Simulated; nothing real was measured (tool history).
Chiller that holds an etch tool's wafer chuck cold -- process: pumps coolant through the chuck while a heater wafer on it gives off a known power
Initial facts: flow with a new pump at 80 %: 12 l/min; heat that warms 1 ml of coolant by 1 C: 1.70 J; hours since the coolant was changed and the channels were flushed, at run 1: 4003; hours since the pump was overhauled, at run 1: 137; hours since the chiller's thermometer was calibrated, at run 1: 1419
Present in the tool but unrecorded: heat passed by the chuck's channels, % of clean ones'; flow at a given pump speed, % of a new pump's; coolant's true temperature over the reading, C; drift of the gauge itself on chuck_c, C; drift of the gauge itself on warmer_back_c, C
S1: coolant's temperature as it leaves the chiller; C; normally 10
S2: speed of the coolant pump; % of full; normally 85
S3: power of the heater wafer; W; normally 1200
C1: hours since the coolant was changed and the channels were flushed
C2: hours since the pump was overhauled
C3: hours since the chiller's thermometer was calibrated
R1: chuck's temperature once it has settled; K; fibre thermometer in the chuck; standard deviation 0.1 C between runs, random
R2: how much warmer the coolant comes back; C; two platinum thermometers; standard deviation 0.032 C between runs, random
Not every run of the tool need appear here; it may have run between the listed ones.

run 1 hour=0.0 | S1=10 S2=85 S3=1200 | C1=4003 C2=137 C3=1419 | R1=298.15 R2=3.34
run 2 hour=40.0 | S1=10 S2=85 S3=1200 | C1=4043 C2=177 C3=1459 | R1=298.35 R2=3.37
run 3 hour=67.0 | S1=10 S2=85 S3=1200 | C1=4070 C2=204 C3=1486 | R1=298.05 R2=3.30
run 4 hour=93.1 | S1=10 S2=85 S3=1200 | C1=4096 C2=231 C3=1512 | R1=298.35 R2=3.35
run 5 hour=121.7 | S1=10 S2=85 S3=1200 | C1=4125 C2=259 C3=1541 | R1=298.35 R2=3.32
run 6 hour=160.0 | S1=10 S2=90 S3=1200 | C1=4163 C2=297 C3=1579 | R1=297.35 R2=3.12
run 7 hour=178.6 | S1=10 S2=90 S3=1200 | C1=4182 C2=316 C3=1598 | R1=297.45 R2=3.13
run 8 hour=198.5 | S1=10 S2=90 S3=1200 | C1=4201 C2=336 C3=1617 | R1=297.45 R2=3.13
run 9 hour=238.2 | S1=10 S2=90 S3=1200 | C1=4241 C2=376 C3=1657 | R1=297.45 R2=3.11
-- hour=241.7 chiller's thermometer calibrated
run 10 hour=263.1 | S1=10 S2=90 S3=1200 | C1=4265 C2=400 C3=21 | R1=297.15 R2=3.08
run 11 hour=294.2 | S1=10 S2=85 S3=1200 | C1=4296 C2=431 C3=53 | R1=298.15 R2=3.29
run 12 hour=332.1 | S1=10 S2=85 S3=1200 | C1=4334 C2=468 C3=90 | R1=298.35 R2=3.33
run 13 hour=364.6 | S1=10 S2=66 S3=1200 | C1=4367 C2=501 C3=123 | R1=302.45 R2=4.35
run 14 hour=401.4 | S1=10 S2=66 S3=1200 | C1=4403 C2=538 C3=160 | R1=302.15 R2=4.33
-- hour=414.4 chiller's thermometer calibrated, once more
run 15 hour=431.6 | S1=10 S2=66 S3=1200 | C1=4433 C2=567 C3=17 | R1=302.25 R2=4.34
run 16 hour=452.3 | S1=15 S2=85 S3=1200 | C1=4453 C2=588 C3=38 | R1=303.15 R2=3.42
run 17 hour=483.3 | S1=15 S2=85 S3=1200 | C1=4484 C2=619 C3=69 | R1=303.35 R2=3.29
run 18 hour=506.9 | S1=15 S2=68 S3=1235 | C1=4508 C2=642 C3=92 | R1=307.35 R2=4.37
run 19 hour=546.5 | S1=15 S2=68 S3=1235 | C1=4548 C2=682 C3=132 | R1=307.35 R2=4.30
run 20 hour=583.6 | S1=19 S2=93 S3=1118 | C1=4585 C2=719 C3=169 | R1=305.25 R2=2.78
run 21 hour=603.2 | S1=9 S2=93 S3=776 | C1=4604 C2=739 C3=189 | R1=291.15 R2=1.98
run 22 hour=640.3 | S1=7 S2=94 S3=1195 | C1=4641 C2=776 C3=226 | R1=293.95 R2=2.96
run 23 hour=660.6 | S1=7 S2=94 S3=1195 | C1=4662 C2=796 C3=246 | R1=293.95 R2=2.95
run 24 hour=691.8 | S1=7 S2=94 S3=1195 | C1=4693 C2=827 C3=277 | R1=293.95 R2=2.93
run 25 hour=727.6 | S1=20 S2=95 S3=1746 | C1=4729 C2=863 C3=313 | R1=313.35 R2=4.26
run 26 hour=755.6 | S1=3 S2=95 S3=1497 | C1=4757 C2=891 C3=341 | R1=293.35 R2=3.67
run 27 hour=797.4 | S1=4 S2=85 S3=1314 | C1=4798 C2=933 C3=383 | R1=293.95 R2=3.67
run 28 hour=821.2 | S1=10 S2=75 S3=1200 | C1=4822 C2=957 C3=407 | R1=300.35 R2=3.87
run 29 hour=845.9 | S1=13 S2=85 S3=925 | C1=4847 C2=981 C3=431 | R1=297.95 R2=2.59
run 30 hour=868.2 | S1=13 S2=81 S3=925 | C1=4869 C2=1004 C3=454 | R1=298.55 R2=2.72
run 31 hour=885.7 | S1=18 S2=99 S3=984 | C1=4887 C2=1021 C3=471 | R1=301.95 R2=2.32
run 32 hour=907.6 | S1=8 S2=82 S3=1392 | C1=4909 C2=1043 C3=493 | R1=299.65 R2=4.04
run 33 hour=939.2 | S1=19 S2=82 S3=815 | C1=4940 C2=1075 C3=525 | R1=302.85 R2=2.28

Here are 3 independent what-if runs from the current tool condition. What would each one return?
run A hour=980.2 | S1=14 S2=85 S3=1200 | C1=4981 C2=1116 C3=566 | R1=? R2=?
run B hour=980.2 | S1=19 S2=81 S3=815 | C1=4981 C2=1116 C3=566 | R1=? R2=?
run C hour=980.2 | S1=5 S2=94 S3=1578 | C1=4981 C2=1116 C3=566 | R1=? R2=?

run=A R1=302.35 R2=3.36
run=B R1=303.05 R2=2.31
run=C R1=296.65 R2=3.92
Without the tool's hidden state the same runs would have given:
run=A R1=301.25 R2=3.33
run=B R1=302.25 R2=2.28
run=C R1=295.15 R2=3.88

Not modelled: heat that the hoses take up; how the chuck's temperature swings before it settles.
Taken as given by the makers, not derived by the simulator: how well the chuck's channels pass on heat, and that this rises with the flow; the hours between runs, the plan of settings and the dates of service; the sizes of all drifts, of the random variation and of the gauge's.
